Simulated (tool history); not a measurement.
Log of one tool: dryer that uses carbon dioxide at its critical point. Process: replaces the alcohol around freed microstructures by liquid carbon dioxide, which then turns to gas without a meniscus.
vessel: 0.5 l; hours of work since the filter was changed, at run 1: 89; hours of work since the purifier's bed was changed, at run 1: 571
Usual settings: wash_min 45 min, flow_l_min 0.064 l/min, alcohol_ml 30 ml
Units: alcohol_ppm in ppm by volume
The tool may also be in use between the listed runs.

run   hour  wash_min  flow_l_min  alcohol_ml  hours of work since the filter was changed  hours of work since the purifier's bed was changed  alcohol_ppm
  1      0        45       0.064          30                                          89                                                 571         1241
        13  -- purifier's bed changed
  2     36        45       0.064          30                                         112                                                  16         1219
  3   68.6        45      0.0381          30                                         135                                                  40         6683
  4  102.6        45      0.0381          30                                         159                                                  64         6793
  5    162        45      0.0381          30                                         202                                                 106         7122
  6  223.7        45      0.0381          22                                         245                                                 150         5249
  7    277        45       0.064          77                                         283                                                 188         3949
  8  318.6        35      0.1039          24                                         313                                                 217          435
  9  385.2        29      0.0845          30                                         360                                                 264         2664
 10  424.7        59      0.1073          44                                         388                                                 292           79
 11  458.2        32       0.104          30                                         412                                                 316          903
 12  515.1        41      0.0814          79                                         452                                                 357         2631

Forecast each of these 4 alternatives for the next run:
  A  573.2        41       0.084          79                                         494                                                 398            ?
  B  573.2        30      0.0472          45                                         494                                                 398            ?
  C  573.2        38      0.0472          30                                         494                                                 398            ?
  D  573.2        54      0.0814          79                                         494                                                 398            ?

run  alcohol_ppm
  A         2388
  B        17429
  C         7328
  D          827
Without the tool's hidden state the same runs would have given:
run  alcohol_ppm
  A         1103
  B        12987
  C         5026
  D          299

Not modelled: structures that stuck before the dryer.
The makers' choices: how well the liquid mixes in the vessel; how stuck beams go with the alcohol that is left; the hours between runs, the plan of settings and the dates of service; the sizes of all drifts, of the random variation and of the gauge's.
